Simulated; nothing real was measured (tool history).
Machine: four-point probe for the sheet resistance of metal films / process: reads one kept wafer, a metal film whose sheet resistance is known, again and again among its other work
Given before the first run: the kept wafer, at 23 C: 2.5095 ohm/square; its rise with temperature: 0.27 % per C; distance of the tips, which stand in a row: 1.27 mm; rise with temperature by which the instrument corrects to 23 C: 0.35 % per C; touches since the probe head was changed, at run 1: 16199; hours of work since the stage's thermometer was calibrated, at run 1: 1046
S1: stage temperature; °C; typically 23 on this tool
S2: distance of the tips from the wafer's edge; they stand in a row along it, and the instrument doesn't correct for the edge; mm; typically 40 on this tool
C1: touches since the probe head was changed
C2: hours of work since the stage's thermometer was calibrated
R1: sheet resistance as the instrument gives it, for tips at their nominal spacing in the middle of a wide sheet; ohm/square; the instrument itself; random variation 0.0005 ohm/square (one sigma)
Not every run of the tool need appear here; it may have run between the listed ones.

Run 1, hour 0: usual settings; C1 16199; C2 1046. Result: R1 2.502944 ohm/square.
Run 2, hour 21.3: usual settings; C1 16543; C2 1056. Result: R1 2.503026 ohm/square.
Run 3, hour 37.2: usual settings; C1 16798; C2 1063. Result: R1 2.503219 ohm/square.
Run 4, hour 64.2: usual settings but S1 24 °C; C1 17233; C2 1076. Result: R1 2.501371 ohm/square.
Run 5, hour 86.1: usual settings but S1 24 °C; C1 17586; C2 1086. Result: R1 2.501586 ohm/square.
Run 6, hour 109.4: usual settings but S1 24 °C; C1 17961; C2 1096. Result: R1 2.501333 ohm/square.
Run 7, hour 121.7: usual settings but S2 10 mm; C1 18158; C2 1102. Result: R1 2.524366 ohm/square.
Run 8, hour 148.1: usual settings but S1 32 °C, S2 10 mm; C1 18584; C2 1114. Result: R1 2.506379 ohm/square.
Run 9, hour 166.4: usual settings but S1 32 °C, S2 10 mm; C1 18878; C2 1122. Result: R1 2.506254 ohm/square.
Run 10, hour 184.1: usual settings but S1 32 °C, S2 10 mm; C1 19163; C2 1130. Result: R1 2.50551 ohm/square.
Run 11, hour 198.9: usual settings but S1 32 °C, S2 10 mm; C1 19402; C2 1137. Result: R1 2.506066 ohm/square.
Run 12, hour 211.7: usual settings but S2 11 mm; C1 19608; C2 1143. Result: R1 2.520135 ohm/square.
Run 13, hour 239.3: usual settings but S2 11 mm; C1 20052; C2 1156. Result: R1 2.519598 ohm/square.
Run 14, hour 258.7: usual settings but S2 11 mm; C1 20364; C2 1164. Result: R1 2.519605 ohm/square.
Run 15, hour 282.6: usual settings but S2 11 mm; C1 20749; C2 1175. Result: R1 2.519559 ohm/square.
Run 16, hour 302.4: usual settings but S1 27 °C, S2 11 mm; C1 21069; C2 1184. Result: R1 2.512397 ohm/square.
Run 17, hour 329.8: usual settings; C1 21510; C2 1197. Result: R1 2.502924 ohm/square.
Run 18, hour 346.2: usual settings but S2 4 mm; C1 21773; C2 1204. Result: R1 2.629441 ohm/square.
Run 19, hour 363.9: usual settings but S2 4 mm; C1 22058; C2 1212. Result: R1 2.630485 ohm/square.
Run 20, hour 393.8: usual settings but S1 29 °C; C1 22539; C2 1226. Result: R1 2.49148 ohm/square.
Run 21, hour 420.7: usual settings but S1 29 °C, S2 6 mm; C1 22973; C2 1238. Result: R1 2.549393 ohm/square.
Run 22, hour 435: usual settings but S1 29 °C, S2 6 mm; C1 23204; C2 1245. Result: R1 2.548394 ohm/square.
Run 23, hour 454.7: usual settings but S1 34 °C; C1 23520; C2 1254. Result: R1 2.481183 ohm/square.
Run 24, hour 468.8: usual settings but S1 20 °C; C1 23748; C2 1260. Result: R1 2.508282 ohm/square.
Run 25, hour 490.1: usual settings but S1 34 °C, S2 71 mm; C1 24091; C2 1270. Result: R1 2.48137 ohm/square.
Run 26, hour 512.1: usual settings but S1 34 °C, S2 3 mm; C1 24445; C2 1280. Result: R1 2.69725 ohm/square.
Run 27, hour 539.6: usual settings but S1 30 °C, S2 47 mm; C1 24887; C2 1293. Result: R1 2.488566 ohm/square.
Run 28, hour 561.2: usual settings but S1 30 °C, S2 22 mm; C1 25235; C2 1302. Result: R1 2.491565 ohm/square.
Run 29, hour 588.9: usual settings but S1 30 °C, S2 22 mm; C1 25681; C2 1315. Result: R1 2.492504 ohm/square.
Run 30, hour 616.4: usual settings but S1 24 °C, S2 12 mm; C1 26123; C2 1328. Result: R1 2.514587 ohm/square.
Run 31, hour 637.9: usual settings but S1 28 °C, S2 33 mm; C1 26469; C2 1337. Result: R1 2.492977 ohm/square.
Run 32, hour 654.8: usual settings but S1 28 °C, S2 33 mm; C1 26742; C2 1345. Result: R1 2.492235 ohm/square.
Run 33, hour 676.2: usual settings but S1 19 °C; C1 27086; C2 1355. Result: R1 2.509643 ohm/square.
Run 34, hour 705.7: usual settings but S1 19 °C; C1 27562; C2 1368. Result: R1 2.509353 ohm/square.
Run 35, hour 720.7: usual settings but S1 19 °C; C1 27804; C2 1375. Result: R1 2.509089 ohm/square.
Run 36, hour 746: usual settings but S1 19 °C; C1 28210; C2 1387. Result: R1 2.509874 ohm/square.
Run 37, hour 772.9: usual settings but S1 20 °C, S2 17 mm; C1 28643; C2 1399. Result: R1 2.51452 ohm/square.
Run 38, hour 790: usual settings but S1 24 °C, S2 4 mm; C1 28919; C2 1407. Result: R1 2.626954 ohm/square.
Run 39, hour 807.5: usual settings but S1 22 °C, S2 3 mm; C1 29201; C2 1415. Result: R1 2.719593 ohm/square.
Run 40, hour 836.2: usual settings but S1 22 °C, S2 3 mm; C1 29663; C2 1428. Result: R1 2.720915 ohm/square.
Run 41, hour 861.6: usual settings but S1 22 °C, S2 18 mm; C1 30072; C2 1440. Result: R1 2.509707 ohm/square.
Run 42, hour 885: usual settings but S1 22 °C, S2 18 mm; C1 30449; C2 1450. Result: R1 2.508252 ohm/square.
Run 43, hour 910.9: usual settings but S2 13 mm; C1 30865; C2 1462. Result: R1 2.513781 ohm/square.
Run 44, hour 928.6: usual settings but S1 35 °C, S2 18 mm; C1 31150; C2 1470. Result: R1 2.485404 ohm/square.
Run 45, hour 943.8: usual settings but S1 31 °C, S2 22 mm; C1 31395; C2 1477. Result: R1 2.490161 ohm/square.

Some steps in R1 between neighbouring runs. How much of each would the tool show without its hidden state too (settings, what came in, random variation), and how much is left for the hidden state, with any gauge scatter that isn't in both results?
The hidden state here: inner tips' distance over the nominal, %; tips' flats over new ones', %; wafer's true temperature over the reading, C; drift of the gauge itself on sheet_ohm, %.
Run 25 -> 26: S2 71 -> 3. R1 +0.21588 ohm/square: hidden state -0.000702, all else +0.216582.
Run 26 -> 27: S1 34 -> 30, S2 3 -> 47. R1 -0.208684 ohm/square: hidden state +0.000579, all else -0.209263.
Run 40 -> 41: S2 3 -> 18. R1 -0.211208 ohm/square: hidden state +0.000634, all else -0.211842.

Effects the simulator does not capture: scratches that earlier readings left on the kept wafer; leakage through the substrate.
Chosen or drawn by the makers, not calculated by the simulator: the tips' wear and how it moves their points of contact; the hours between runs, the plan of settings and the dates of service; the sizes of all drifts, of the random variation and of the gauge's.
